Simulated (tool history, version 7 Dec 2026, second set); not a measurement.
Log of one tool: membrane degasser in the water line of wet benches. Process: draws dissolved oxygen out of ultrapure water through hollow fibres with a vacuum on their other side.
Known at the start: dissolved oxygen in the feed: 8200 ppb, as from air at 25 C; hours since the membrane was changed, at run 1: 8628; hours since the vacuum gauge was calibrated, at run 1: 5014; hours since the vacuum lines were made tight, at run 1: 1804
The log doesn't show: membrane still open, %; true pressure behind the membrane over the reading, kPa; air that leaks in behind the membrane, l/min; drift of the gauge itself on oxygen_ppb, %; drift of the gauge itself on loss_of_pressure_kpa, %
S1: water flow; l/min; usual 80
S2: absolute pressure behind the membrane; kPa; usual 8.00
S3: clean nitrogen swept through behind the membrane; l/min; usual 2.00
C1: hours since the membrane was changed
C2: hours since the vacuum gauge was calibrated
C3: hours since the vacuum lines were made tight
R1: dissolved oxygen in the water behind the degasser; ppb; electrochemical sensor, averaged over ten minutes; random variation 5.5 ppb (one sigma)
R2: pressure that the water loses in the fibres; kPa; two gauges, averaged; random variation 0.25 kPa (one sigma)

| run | hour | S1 | S2 | S3 | C1 | C2 | C3 | R1 | R2 |
|---|---|---|---|---|---|---|---|---|---|
| 1 | 0.0 | 80 | 8.00 | 2.00 | 8628 | 5014 | 1804 | 636.8 | 69.20 |
|  | 178.6 | vacuum gauge calibrated |
| 2 | 217.4 | 80 | 8.00 | 2.00 | 8844 | 39 | 2021 | 657.9 | 69.31 |
| 3 | 323.1 | 80 | 8.00 | 2.00 | 8950 | 144 | 2127 | 664.2 | 69.79 |
| 4 | 507.5 | 80 | 8.00 | 2.00 | 9135 | 329 | 2311 | 676.8 | 70.16 |
| 5 | 655.2 | 80 | 8.00 | 2.00 | 9282 | 477 | 2459 | 663.1 | 69.75 |
|  | 683.7 | vacuum gauge calibrated, once more |
| 6 | 752.7 | 80 | 8.00 | 2.00 | 9379 | 69 | 2556 | 604.6 | 69.91 |
| 7 | 927.5 | 80 | 8.00 | 2.00 | 9554 | 244 | 2730 | 614.6 | 70.52 |
| 8 | 1061.6 | 80 | 8.00 | 2.00 | 9688 | 378 | 2865 | 612.8 | 70.17 |
| 9 | 1251.8 | 80 | 8.00 | 2.00 | 9878 | 568 | 3055 | 626.7 | 70.43 |
| 10 | 1357.8 | 80 | 8.00 | 2.00 | 9984 | 674 | 3161 | 618.5 | 70.58 |
| 11 | 1504.9 | 80 | 8.00 | 2.00 | 10131 | 821 | 3308 | 619.5 | 70.29 |
| 12 | 1598.6 | 80 | 18.32 | 2.00 | 10225 | 915 | 3402 | 1286.2 | 70.89 |
| 13 | 1798.5 | 80 | 18.32 | 2.00 | 10425 | 1115 | 3601 | 1290.0 | 70.61 |
|  | 1915.3 | seals of the vacuum lines changed |
| 14 | 2005.1 | 80 | 8.00 | 2.00 | 10630 | 1319 | 90 | 621.8 | 71.04 |
| 15 | 2095.3 | 80 | 8.00 | 2.00 | 10720 | 1410 | 180 | 630.4 | 70.87 |
| 16 | 2299.0 | 80 | 8.00 | 5.23 | 10924 | 1613 | 384 | 425.7 | 71.11 |
| 17 | 2404.6 | 80 | 8.00 | 5.23 | 11029 | 1719 | 489 | 433.3 | 71.13 |
| 18 | 2567.5 | 59 | 19.25 | 5.23 | 11192 | 1882 | 652 | 519.6 | 52.53 |
| 19 | 2729.7 | 66 | 8.00 | 1.62 | 11354 | 2044 | 814 | 544.6 | 58.70 |
| 20 | 2879.4 | 124 | 19.09 | 1.67 | 11504 | 2194 | 964 | 2182.9 | 111.00 |
| 21 | 3081.2 | 85 | 12.35 | 1.67 | 11706 | 2396 | 1166 | 1091.3 | 75.99 |
| 22 | 3179.3 | 85 | 5.23 | 3.26 | 11804 | 2494 | 1264 | 432.7 | 76.11 |
| 23 | 3309.3 | 104 | 11.74 | 3.26 | 11934 | 2624 | 1394 | 992.3 | 93.89 |
| 24 | 3410.1 | 104 | 11.74 | 3.26 | 12035 | 2724 | 1495 | 969.2 | 93.51 |
|  | 3477.0 | membrane cartridge changed |
| 25 | 3516.9 | 114 | 10.37 | 3.20 | 40 | 2827 | 1598 | 910.1 | 92.34 |
| 26 | 3614.8 | 114 | 10.37 | 3.20 | 138 | 2925 | 1695 | 896.4 | 92.22 |
| 27 | 3819.2 | 72 | 10.37 | 3.20 | 342 | 3129 | 1900 | 500.0 | 58.27 |
| 28 | 3959.4 | 72 | 10.37 | 3.20 | 482 | 3270 | 2040 | 492.1 | 58.51 |
| 29 | 4061.6 | 95 | 13.86 | 4.03 | 585 | 3372 | 2142 | 781.2 | 76.90 |
| 30 | 4255.9 | 106 | 8.00 | 2.00 | 779 | 3566 | 2337 | 838.6 | 86.03 |
| 31 | 4430.7 | 80 | 4.91 | 2.00 | 954 | 3741 | 2511 | 355.5 | 64.87 |
| 32 | 4580.6 | 80 | 4.91 | 2.00 | 1104 | 3891 | 2661 | 351.5 | 65.18 |

The same runs without the tool's hidden state, with the same run-to-run variation:
| run | R1 | R2 |
|---|---|---|
| 1 | 546.1 | 64.26 |
| 2 | 542.4 | 64.24 |
| 3 | 546.3 | 64.62 |
| 4 | 554.6 | 64.87 |
| 5 | 541.8 | 64.39 |
| 6 | 542.0 | 64.48 |
| 7 | 548.9 | 64.97 |
| 8 | 545.7 | 64.55 |
| 9 | 555.7 | 64.68 |
| 10 | 547.3 | 64.79 |
| 11 | 546.3 | 64.41 |
| 12 | 1222.7 | 64.91 |
| 13 | 1224.1 | 64.54 |
| 14 | 542.7 | 64.81 |
| 15 | 549.1 | 64.61 |
| 16 | 346.2 | 64.70 |
| 17 | 351.4 | 64.69 |
| 18 | 475.6 | 47.69 |
| 19 | 477.5 | 53.18 |
| 20 | 2060.3 | 100.45 |
| 21 | 995.2 | 68.64 |
| 22 | 328.0 | 68.67 |
| 23 | 861.3 | 84.63 |
| 24 | 839.9 | 84.17 |
| 25 | 891.7 | 92.30 |
| 26 | 876.8 | 92.10 |
| 27 | 483.2 | 58.09 |
| 28 | 474.4 | 58.26 |
| 29 | 761.7 | 76.52 |
| 30 | 801.0 | 85.43 |
| 31 | 321.4 | 64.32 |
| 32 | 316.1 | 64.54 |

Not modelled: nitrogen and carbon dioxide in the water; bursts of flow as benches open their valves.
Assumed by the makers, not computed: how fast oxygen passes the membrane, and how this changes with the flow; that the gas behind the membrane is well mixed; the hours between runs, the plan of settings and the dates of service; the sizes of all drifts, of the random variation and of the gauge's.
